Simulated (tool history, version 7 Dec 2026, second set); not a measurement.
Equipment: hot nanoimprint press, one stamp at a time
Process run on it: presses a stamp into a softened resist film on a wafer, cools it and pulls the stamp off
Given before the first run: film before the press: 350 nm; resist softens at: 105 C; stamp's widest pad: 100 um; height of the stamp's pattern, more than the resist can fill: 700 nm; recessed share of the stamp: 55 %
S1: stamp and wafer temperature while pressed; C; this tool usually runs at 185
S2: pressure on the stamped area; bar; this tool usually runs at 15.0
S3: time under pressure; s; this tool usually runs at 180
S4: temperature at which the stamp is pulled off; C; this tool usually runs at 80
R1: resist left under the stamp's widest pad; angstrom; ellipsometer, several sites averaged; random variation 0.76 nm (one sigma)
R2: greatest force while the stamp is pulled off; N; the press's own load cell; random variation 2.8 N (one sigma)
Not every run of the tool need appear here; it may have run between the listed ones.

run	hour	S1	S2	S3	S4	R1	R2
1	0.0	185	15.0	180	80	1258	130
2	10.3	185	15.0	180	80	1252	135
3	28.5	185	15.0	306	80	1033	127
4	44.4	185	15.0	306	80	1038	130
5	58.4	185	15.0	114	80	1501	133
6	71.9	185	15.0	114	80	1490	130
7	85.8	185	15.0	114	80	1491	130
8	98.9	178	15.0	180	80	1696	134
# hour 106.4: stamp cleaned and given a new release coat
9	123.5	185	15.0	180	80	1274	133
10	134.3	185	15.0	180	80	1244	127
11	145.9	185	15.0	180	80	1259	129
12	157.1	183	12.6	180	80	1502	130
13	167.8	185	15.0	180	78	1268	139
14	181.5	185	15.0	180	78	1256	144
15	195.3	185	15.0	180	78	1261	138
16	208.3	185	15.0	180	78	1260	138
17	226.7	175	17.9	133	69	1959	177
18	242.2	186	15.3	133	85	1338	109
19	255.9	195	15.3	180	67	826	186
20	272.8	186	14.8	154	80	1291	132
21	288.6	186	14.8	154	80	1298	135

What does the tool deliver on the next run?
22	297.7	186	14.8	154	80	?	?

Run 22 yielded R1 1301 angstrom, R2 127 N.
With the hidden condition absent and the run-to-run variation left alone, this run would have shown R1 1303 angstrom, R2 126 N.
